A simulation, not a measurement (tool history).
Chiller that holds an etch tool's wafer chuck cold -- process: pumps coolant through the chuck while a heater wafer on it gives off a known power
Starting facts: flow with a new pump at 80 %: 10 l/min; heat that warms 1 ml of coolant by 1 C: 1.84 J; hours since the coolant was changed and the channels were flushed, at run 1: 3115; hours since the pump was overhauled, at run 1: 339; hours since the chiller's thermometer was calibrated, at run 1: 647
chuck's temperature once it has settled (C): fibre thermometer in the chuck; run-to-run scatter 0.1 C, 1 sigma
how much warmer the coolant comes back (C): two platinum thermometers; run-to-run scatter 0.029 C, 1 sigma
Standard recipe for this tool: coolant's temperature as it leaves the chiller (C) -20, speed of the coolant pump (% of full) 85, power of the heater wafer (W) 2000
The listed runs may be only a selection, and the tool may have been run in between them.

run,hour,coolant's temperature as it leaves the chiller (C),speed of the coolant pump (% of full),power of the heater wafer (W),hours since the coolant was changed and the channels were flushed,hours since the pump was overhauled,hours since the chiller's thermometer was calibrated,chuck's temperature once it has settled (C),how much warmer the coolant comes back (C)
1,0,-20,85,2000,3115,339,647,6.6,6.11
2,28.8,-20,85,2000,3144,368,676,6.5,6.21
3,44.2,-20,85,2000,3160,383,692,6.7,6.16
4,63,-20,85,2000,3178,402,710,6.6,6.16
5,80.9,-20,85,2000,3196,420,728,6.7,6.17
6,106.2,-20,85,2000,3222,445,754,6.8,6.15
7,137,-20,85,2000,3252,476,784,6.9,6.17
8,166.3,-20,85,2000,3282,505,814,6.8,6.17
9,185.1,-20,85,2000,3301,524,832,6.9,6.21
10,213.4,-20,85,2000,3329,552,861,6.9,6.14
11,238.7,-20,85,1072,3354,577,886,-5.4,3.3
12,258.4,-20,85,2000,3374,597,906,7.1,6.19
# hour 266.6: coolant changed, channels flushed
13,278.2,-20,85,2000,12,611,919,3.6,6.19
14,293.3,-20,85,2000,27,626,935,3.7,6.16
15,311.4,-21,85,2588,45,644,953,9.6,8.01
16,331.4,-24,98,1431,65,664,973,-9,3.79
17,358.7,-24,89,1723,92,691,1000,-4.3,5.08
18,375.4,-24,89,1723,109,708,1017,-4.3,5.12

Run 19 is up next; what results do you expect?
19,393.9,-18,73,2118,127,727,1035,?,?

Logged for run 19: chuck's temperature once it has settled (C) 11.1, how much warmer the coolant comes back (C) 7.66.
If the tool had no hidden condition, the same run with the same run-to-run variation would have returned chuck's temperature once it has settled (C) 10.2, how much warmer the coolant comes back (C) 7.59.

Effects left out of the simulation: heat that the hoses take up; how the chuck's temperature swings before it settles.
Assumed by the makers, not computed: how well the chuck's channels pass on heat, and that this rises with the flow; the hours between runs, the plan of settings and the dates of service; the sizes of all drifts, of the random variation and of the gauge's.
